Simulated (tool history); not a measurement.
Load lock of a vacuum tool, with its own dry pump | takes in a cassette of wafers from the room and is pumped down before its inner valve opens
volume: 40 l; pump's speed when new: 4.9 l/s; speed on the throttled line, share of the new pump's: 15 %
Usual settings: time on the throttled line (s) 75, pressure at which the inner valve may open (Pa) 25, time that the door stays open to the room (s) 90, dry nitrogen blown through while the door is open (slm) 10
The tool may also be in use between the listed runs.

run,hour,time on the throttled line (s),pressure at which the inner valve may open (Pa),time that the door stays open to the room (s),dry nitrogen blown through while the door is open (slm),"incoming humidity of the room's air, %",time from the closed door until the inner valve may open (s),rise of the pressure with all valves shut (Pa/min)
1,0,75,25,90,10,51,134.4,0.037
2,78.1,75,25,47,10,46.3,135.5,0.023
3,167.7,75,25,60,10,43.8,134,0.028
4,299.3,75,25,90,10,43.6,134.3,0.03
5,423.6,75,25,90,10,45.9,134.3,0.031
6,508.3,75,25,90,10,42.3,134.9,0.03
7,577.5,75,25,90,10,44.1,134.1,0.036
8,695.1,75,25,51,11,43.3,134.8,0.028
9,775.2,50,25,132,6,45.1,115.5,0.047
10,906,50,42,65,6,45.3,108.8,0.042

4 ways to go on from here, each from the tool as it stands after run 10. What would each give?
A,1038.9,75,18,90,10,44,?,?
B,1038.9,75,45,66,9,48.4,?,?
C,1038.9,99,45,90,10,44.2,?,?
D,1038.9,50,18,31,7,42.8,?,?

run,time from the closed door until the inner valve may open (s),rise of the pressure with all valves shut (Pa/min)
A,138.5,0.044
B,130.3,0.042
C,149.9,0.042
D,116.5,0.028
Without the tool's hidden state the same runs would have given:
run,time from the closed door until the inner valve may open (s),rise of the pressure with all valves shut (Pa/min)
A,135.1,0.033
B,127.4,0.031
C,147.2,0.031
D,113,0.017

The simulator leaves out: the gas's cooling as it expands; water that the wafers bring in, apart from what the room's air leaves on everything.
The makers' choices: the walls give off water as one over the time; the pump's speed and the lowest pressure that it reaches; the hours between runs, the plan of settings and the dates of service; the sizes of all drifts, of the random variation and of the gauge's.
